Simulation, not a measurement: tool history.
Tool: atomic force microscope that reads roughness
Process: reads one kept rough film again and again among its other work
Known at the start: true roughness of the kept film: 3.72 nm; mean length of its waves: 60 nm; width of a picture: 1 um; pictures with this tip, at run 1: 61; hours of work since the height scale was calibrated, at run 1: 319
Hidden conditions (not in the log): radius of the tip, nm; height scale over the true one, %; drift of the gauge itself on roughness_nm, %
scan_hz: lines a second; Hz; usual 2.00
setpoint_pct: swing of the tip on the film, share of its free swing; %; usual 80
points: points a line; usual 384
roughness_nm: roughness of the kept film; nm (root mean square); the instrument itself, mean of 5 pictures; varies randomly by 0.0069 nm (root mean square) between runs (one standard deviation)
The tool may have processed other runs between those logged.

| run | hour | scan_hz | setpoint_pct | points | pictures with this tip | hours of work since the height scale was calibrated | roughness_nm |
|---|---|---|---|---|---|---|---|
| 1 | 0.0 | 2.00 | 80 | 384 | 61 | 319 | 3.132 |
| 2 | 11.3 | 2.00 | 80 | 891 | 83 | 326 | 3.137 |
| 3 | 21.2 | 2.00 | 80 | 891 | 102 | 333 | 3.146 |
| 4 | 33.4 | 2.00 | 80 | 891 | 126 | 340 | 3.127 |
|  | 35.9 | new tip fitted |
| 5 | 41.2 | 2.00 | 56 | 384 | 10 | 345 | 3.475 |
| 6 | 47.8 | 2.00 | 80 | 384 | 23 | 349 | 3.129 |
| 7 | 55.5 | 3.16 | 80 | 795 | 38 | 354 | 2.910 |
| 8 | 67.6 | 0.77 | 79 | 471 | 62 | 361 | 3.412 |
| 9 | 75.8 | 0.56 | 55 | 600 | 78 | 366 | 3.583 |
| 10 | 87.1 | 1.51 | 80 | 384 | 100 | 373 | 3.228 |
| 11 | 96.1 | 2.00 | 69 | 384 | 118 | 379 | 3.316 |

Entry by entry between the runs, the difference in hidden state between the last listed run before and the first listed run after:
From run 4 to run 5: new tip fitted (hour 35.9)
  radius of the tip, nm: 7.4 -> 7

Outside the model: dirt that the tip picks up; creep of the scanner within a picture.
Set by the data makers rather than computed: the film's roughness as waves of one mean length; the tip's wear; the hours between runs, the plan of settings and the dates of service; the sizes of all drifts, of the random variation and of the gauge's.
